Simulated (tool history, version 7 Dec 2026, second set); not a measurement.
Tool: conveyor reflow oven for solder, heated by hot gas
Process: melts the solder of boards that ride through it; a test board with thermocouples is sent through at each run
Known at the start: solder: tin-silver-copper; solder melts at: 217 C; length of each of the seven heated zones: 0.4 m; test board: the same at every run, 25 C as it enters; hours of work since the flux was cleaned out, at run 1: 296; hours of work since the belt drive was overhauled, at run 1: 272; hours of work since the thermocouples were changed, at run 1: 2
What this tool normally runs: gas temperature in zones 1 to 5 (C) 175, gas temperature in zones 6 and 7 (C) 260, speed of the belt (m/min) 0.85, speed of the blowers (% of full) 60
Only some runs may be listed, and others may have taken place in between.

run   hour  gas temperature in zones 1 to 5 (C)  gas temperature in zones 6 and 7 (C)  speed of the belt (m/min)  speed of the blowers (% of full)  hours of work since the flux was cleaned out  hours of work since the belt drive was overhauled  hours of work since the thermocouples were changed  highest temperature of the board (C)  time above the solder's melting point (s)
  1      0                                  175                                   260                       0.85                                60                                           296                                                272                                                   2                                 238.8                                         32
      12.8  -- flux residue cleaned out of gas plates and filters
  2   32.1                                  175                                   260                       0.85                                60                                            13                                                290                                                  20                                 241.7                                         35
  3   51.5                                  175                                   260                       0.85                                60                                            26                                                303                                                  33                                 241.9                                         35
  4   85.9                                  175                                   260                      0.767                                60                                            50                                                327                                                  56                                 244.7                                       42.3
  5  113.8                                  175                                   260                       0.85                                60                                            69                                                346                                                  75                                 241.3                                       34.8
  6    138                                  175                                   260                       0.85                                60                                            85                                                362                                                  92                                 241.3                                       34.6
  7  167.6                                  175                                   260                       0.85                                60                                           105                                                382                                                 112                                 241.4                                       34.5
  8  195.1                                  175                                   260                       0.85                                60                                           124                                                401                                                 130                                 240.7                                       34.5
  9  219.4                                  162                                   260                       0.85                                60                                           140                                                417                                                 147                                 237.9                                       28.6
 10  247.6                                  162                                   260                       0.85                                60                                           159                                                436                                                 166                                   238                                       28.6
 11  269.8                                  162                                   260                       0.85                                60                                           174                                                451                                                 181                                 237.9                                       28.4
 12  298.5                                  162                                   260                       0.85                                60                                           194                                                471                                                 201                                 237.9                                       28.1
 13  330.5                                  162                                   260                      0.845                                60                                           215                                                492                                                 222                                 238.1                                       28.6
 14  358.7                                  162                                   253                      0.845                                60                                           235                                                512                                                 241                                 232.3                                         23
 15    380                                  162                                   253                      0.845                                60                                           249                                                526                                                 256                                 231.9                                       22.8
 16  405.7                                  162                                   253                      0.845                                60                                           266                                                543                                                 273                                 231.3                                       22.8
 17  432.7                                  175                                   275                       0.85                                53                                           285                                                562                                                 292                                 250.6                                       40.1
     459.8  -- flux residue cleaned out of gas plates and filters
 18  463.2                                  175                                   260                      0.966                                80                                             2                                                579                                                 309                                 241.8                                       31.4
 19  491.3                                  177                                   259                      0.714                                75                                            21                                                598                                                 328                                 249.2                                       51.1
 20  511.4                                  177                                   259                      0.714                                75                                            35                                                612                                                 342                                 249.1                                       50.7
 21  544.8                                  177                                   259                      0.714                                75                                            58                                                634                                                 364                                 248.9                                       50.9
 22  574.5                                  177                                   259                      0.714                                74                                            78                                                655                                                 384                                 248.8                                       50.6
 23  603.1                                  184                                   270                      0.901                                76                                            97                                                674                                                 404                                 253.2                                       42.8
 24  619.5                                  184                                   270                      0.901                                76                                           108                                                685                                                 415                                 252.9                                       42.7
 25    635                                  184                                   270                      0.901                                76                                           119                                                696                                                 425                                   253                                       43.1
 26  668.9                                  179                                   260                       0.85                                56                                           142                                                719                                                 448                                   242                                       36.2
 27  701.8                                  176                                   260                       0.85                                63                                           164                                                741                                                 471                                 242.5                                       35.9
 28  728.2                                  175                                   252                       0.85                                79                                           182                                                759                                                 489                                 237.8                                       33.1
 29  755.3                                  173                                   260                       0.85                                60                                           200                                                777                                                 507                                 241.3                                       33.7

3 options for the next run, each taken on its own from the tool as it stands now. Forecast them:
  A   779                                  175                                   260                       0.85                                55                                           216                                                793                                                 523                                     ?                                          ?
  B   779                                  180                                   272                       0.85                                60                                           216                                                793                                                 523                                     ?                                          ?
  C   779                                  175                                   251                      0.793                                77                                           216                                                793                                                 523                                     ?                                          ?

run  highest temperature of the board (C)  time above the solder's melting point (s)
  A                                 240.2                                       33.5
  B                                 252.1                                       43.4
  C                                 238.3                                       36.8
The same runs, with their run-to-run variation unchanged, on a tool lacking any hidden condition would have given:
run  highest temperature of the board (C)  time above the solder's melting point (s)
  A                                 240.7                                         34
  B                                 252.7                                       43.4
  C                                 238.6                                       37.3

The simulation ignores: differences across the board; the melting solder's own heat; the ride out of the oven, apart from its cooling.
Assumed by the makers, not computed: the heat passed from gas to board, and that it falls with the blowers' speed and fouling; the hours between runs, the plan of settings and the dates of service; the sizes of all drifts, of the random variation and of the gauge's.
